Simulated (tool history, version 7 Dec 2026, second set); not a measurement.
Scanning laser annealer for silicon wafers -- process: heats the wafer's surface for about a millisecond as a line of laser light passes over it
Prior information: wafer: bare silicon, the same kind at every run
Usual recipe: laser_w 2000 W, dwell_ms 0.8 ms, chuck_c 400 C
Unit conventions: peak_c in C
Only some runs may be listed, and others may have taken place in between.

run    hour  laser_w  dwell_ms  chuck_c  peak_c
  1       0     2000       0.8      400    1101
  2    39.3     2167       0.8      400    1170
  3    87.3     2167       0.8      400    1166
        137  -- window over the wafer cleaned
  4   147.1     2000       0.8      363    1010
  5   206.2     2000       0.8      427    1068
  6   241.9     2000       0.8      427    1063
  7   281.3     2000       0.8      427    1059
  8     327     1726       0.8      400     919
      343.5  -- optics aligned, line set to its width
  9   376.8     1726       0.8      400     924
 10   426.5     1726       0.8      400     920
      457.8  -- window over the wafer cleaned, once more
 11   467.2     2000       0.8      398    1150
 12   523.8     1957       0.8      400    1127
 13   598.6     1957       0.8      400    1121
 14   675.9     1957       0.8      400    1114
 15   740.7     1957       0.8      400    1108
 16   797.3     1957       0.8      439    1142
 17   850.6     2000     0.848      400    1141
 18     918     2000     0.848      400    1130
 19     977     2056       0.8      400    1129
 20    1037     2000       0.8      400    1099
     1098.6  -- window over the wafer cleaned
 21  1119.7     2000       0.8      400    1145
 22  1200.8     2000       0.8      366    1105
 23  1250.1     1798     0.681      400     989
 24  1293.9     1798     0.694      390     979
 25    1352     1798     0.816      362    1000
 26  1400.2     1798     0.591      379     912
 27  1461.1     1798     0.591      379     907
 28  1496.8     1979     0.587      423    1017
 29  1574.1     2013     0.687      398    1049
 30  1637.2     2095      0.99      417    1250
 31  1707.9     2095     0.928      384    1182
     1738.7  -- window over the wafer cleaned
 32    1778     2095     0.928      426    1276
 33  1861.9     2095     0.928      426    1270
 34  1920.4     1730     0.816      413    1025
 35  2003.9     1835       0.8      402    1045
     2028.8  -- optics aligned, line set to its width
 36  2065.2     1835       0.8      402    1048
 37  2139.2     1865       0.8      371    1026
 38  2214.1     1703      0.97      370    1012
 39  2298.1     2072     0.625      416    1054
     2382.3  -- window over the wafer cleaned
 40  2382.3     2072     0.625      416    1099

Predict each of these 4 candidate next runs independently; none follows another, all start after run 40:
  A  2461.8     2143       0.8      400       ?
  B  2461.8     1725     0.625      362       ?
  C  2461.8     2072     0.625      398       ?
  D  2461.8     1795     0.708      427       ?

run  peak_c
  A    1207
  B     895
  C    1074
  D    1028
Had the tool no hidden state, the same runs would have come out as:
run  peak_c
  A    1235
  B     913
  C    1097
  D    1048
